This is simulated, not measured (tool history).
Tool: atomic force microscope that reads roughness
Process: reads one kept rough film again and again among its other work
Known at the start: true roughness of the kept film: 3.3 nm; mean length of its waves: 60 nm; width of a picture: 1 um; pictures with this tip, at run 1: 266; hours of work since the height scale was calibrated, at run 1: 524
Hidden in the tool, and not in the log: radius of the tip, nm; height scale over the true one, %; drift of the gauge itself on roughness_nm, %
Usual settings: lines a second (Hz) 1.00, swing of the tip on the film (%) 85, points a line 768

run     day  lines a second (Hz)  swing of the tip on the film (%)  points a line  pictures with this tip  hours of work since the height scale was calibrated  roughness of the kept film (nm (root mean square))
  1   0.000                 1.00                                85            768                     266                                                  524                                               2.635
  2   0.396                 1.66                                85            768                     283                                                  531                                               2.440
  3   0.758                 1.66                                85            626                     299                                                  538                                               2.442
  4   1.192                 1.66                                85            626                     318                                                  546                                               2.407
  5   1.525                 0.94                                85            768                     333                                                  552                                               2.605
  6   2.154                 0.94                                85            768                     361                                                  564                                               2.595
      2.304  -- new tip fitted
  7   2.525                 0.94                                85            768                       9                                                  570                                               2.850
  8   3.146                 1.00                                85            266                      37                                                  582                                               2.796
  9   3.725                 1.00                                85            266                      62                                                  593                                               2.753
 10   4.200                 1.00                                85            770                      84                                                  602                                               2.753
 11   4.679                 1.00                                85            768                     105                                                  611                                               2.753
 12   5.208                 1.00                                85            768                     128                                                  621                                               2.748
 13   5.950                 1.00                                85            799                     161                                                  634                                               2.713
 14   6.383                 1.00                                85            799                     180                                                  643                                               2.683
 15   6.771                 1.00                                85            768                     197                                                  650                                               2.677
 16   7.371                 0.96                                85            768                     224                                                  661                                               2.673
 17   7.921                 0.68                                85            768                     248                                                  671                                               2.725
      7.996  -- height scale calibrated on a step standard
 18   8.621                 0.68                                85            768                     277                                                   12                                               2.702
 19   9.367                 0.68                                85            768                     310                                                   26                                               2.689
 20   9.700                 0.68                                85            768                     325                                                   32                                               2.666
 21  10.225                 1.00                                85            768                     348                                                   42                                               2.543
     10.654  -- new tip fitted
 22  10.846                 1.00                                85            768                       9                                                   53                                               2.829
 23  11.338                 1.00                                85            768                      30                                                   62                                               2.789
 24  12.033                 0.58                                82            359                      61                                                   75                                               2.941
     12.321  -- height scale calibrated on a step standard, once more
 25  12.708                 0.58                                82            359                      89                                                    7                                               2.913
 26  13.154                 1.37                                85            768                     109                                                   16                                               2.634
 27  13.658                 0.70                                72            970                     131                                                   25                                               2.905
 28  14.150                 1.00                                63            734                     153                                                   34                                               2.956
 29  14.642                 2.39                                65            734                     175                                                   43                                               2.751
 30  14.954                 0.54                                90            768                     188                                                   49                                               2.789
 31  15.567                 0.54                                90            336                     216                                                   61                                               2.761
 32  16.121                 3.52                                90            336                     240                                                   71                                               1.915
 33  16.450                 3.52                                90            336                     255                                                   77                                               1.914
 34  17.171                 1.52                                84            268                     287                                                   91                                               2.467
 35  17.862                 1.52                                84            268                     317                                                  104                                               2.467
 36  18.446                 2.92                                66            768                     343                                                  114                                               2.540
 37  18.933                 2.89                                89            947                     364                                                  123                                               2.009
     18.992  -- new tip fitted
 38  19.433                 0.95                                61            768                      20                                                  132                                               3.095
 39  20.138                 1.05                                84            946                      51                                                  146                                               2.783
 40  20.521                 2.22                                59            528                      68                                                  153                                               2.948
 41  20.862                 0.60                                59            528                      83                                                  159                                               3.028
 42  21.200                 0.60                                59            528                      98                                                  165                                               3.016
 43  21.888                 1.00                                80            768                     128                                                  178                                               2.786
 44  22.438                 1.00                                80            768                     153                                                  189                                               2.764

Forecast each of these 3 alternatives for the next run:
  A  22.775                 1.68                                65            768                     167                                                  195                                                   ?
  B  22.775                 1.00                                85            374                     167                                                  195                                                   ?
  C  22.775                 1.00                                85            317                     167                                                  195                                                   ?

run  roughness of the kept film (nm (root mean square))
  A                                               2.830
  B                                               2.687
  C                                               2.667
Without the tool's hidden state the same runs would have given:
run  roughness of the kept film (nm (root mean square))
  A                                               2.981
  B                                               2.830
  C                                               2.809

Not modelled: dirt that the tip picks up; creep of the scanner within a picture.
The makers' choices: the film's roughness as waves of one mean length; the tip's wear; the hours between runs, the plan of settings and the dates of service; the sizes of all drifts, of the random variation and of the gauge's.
